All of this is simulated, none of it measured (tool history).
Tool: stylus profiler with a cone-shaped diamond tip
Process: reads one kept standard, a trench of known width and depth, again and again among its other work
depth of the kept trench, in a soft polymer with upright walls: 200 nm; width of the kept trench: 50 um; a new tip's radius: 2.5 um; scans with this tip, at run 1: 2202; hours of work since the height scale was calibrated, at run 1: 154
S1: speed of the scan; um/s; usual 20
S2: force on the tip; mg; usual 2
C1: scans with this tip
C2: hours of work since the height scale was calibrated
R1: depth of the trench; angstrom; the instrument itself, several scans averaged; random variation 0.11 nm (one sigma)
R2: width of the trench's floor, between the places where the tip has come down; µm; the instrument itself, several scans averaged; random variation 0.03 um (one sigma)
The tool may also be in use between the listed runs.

Run 1, day 0: usual settings; C1 2202; C2 154. Result: R1 2018.8 angstrom, R2 47.85 µm.
Run 2, day 0.808: usual settings but S1 10 um/s; C1 2414; C2 169. Result: R1 2018.9 angstrom, R2 47.88 µm.
Run 3, day 1.433: usual settings but S1 10 um/s; C1 2577; C2 180. Result: R1 2018.5 angstrom, R2 47.78 µm.
Run 4, day 2.104: usual settings but S1 10 um/s; C1 2753; C2 192. Result: R1 2018.8 angstrom, R2 47.89 µm.
Run 5, day 2.712: usual settings but S1 10 um/s; C1 2913; C2 204. Result: R1 2018.4 angstrom, R2 47.82 µm.
Run 6, day 3.15: usual settings but S1 10 um/s; C1 3028; C2 212. Result: R1 2017.8 angstrom, R2 47.83 µm.
Run 7, day 3.967: usual settings but S1 31 um/s; C1 3243; C2 227. Result: R1 2018.7 angstrom, R2 47.7 µm.
Run 8, day 4.512: usual settings but S1 31 um/s; C1 3385; C2 237. Result: R1 2018.2 angstrom, R2 47.7 µm.
Run 9, day 5.342: usual settings but S1 46 um/s; C1 3603; C2 252. Result: R1 2017.8 angstrom, R2 47.55 µm.
Run 10, day 5.75: usual settings but S1 77 um/s; C1 3711; C2 259. Result: R1 2017.6 angstrom, R2 47.4 µm.
Run 11, day 6.35: usual settings but S1 77 um/s; C1 3868; C2 270. Result: R1 2017.7 angstrom, R2 47.34 µm.
Run 12, day 6.767: usual settings but S1 77 um/s; C1 3978; C2 278. Result: R1 2017.3 angstrom, R2 47.32 µm.
At day 6.858: height scale calibrated on a step standard.
Run 13, day 7.529: usual settings but S2 1.73 mg; C1 4172; C2 12. Result: R1 2017 angstrom, R2 47.64 µm.
Run 14, day 7.917: usual settings but S1 6 um/s, S2 1.14 mg; C1 4273; C2 19. Result: R1 2011.3 angstrom, R2 47.78 µm.
Run 15, day 8.417: usual settings but S2 5.54 mg; C1 4404; C2 29. Result: R1 2038 angstrom, R2 47.76 µm.

The next listed run, before its measurement:
Run 16, day 8.792: usual settings but S2 2.24 mg; C1 4503; C2 35. Result: R1 ?, R2 ?.

Run 16 gave R1 2019.2 angstrom, R2 47.73 µm.
Without the tool's hidden state the same run would have given R1 2022.6 angstrom, R2 47.98 µm.
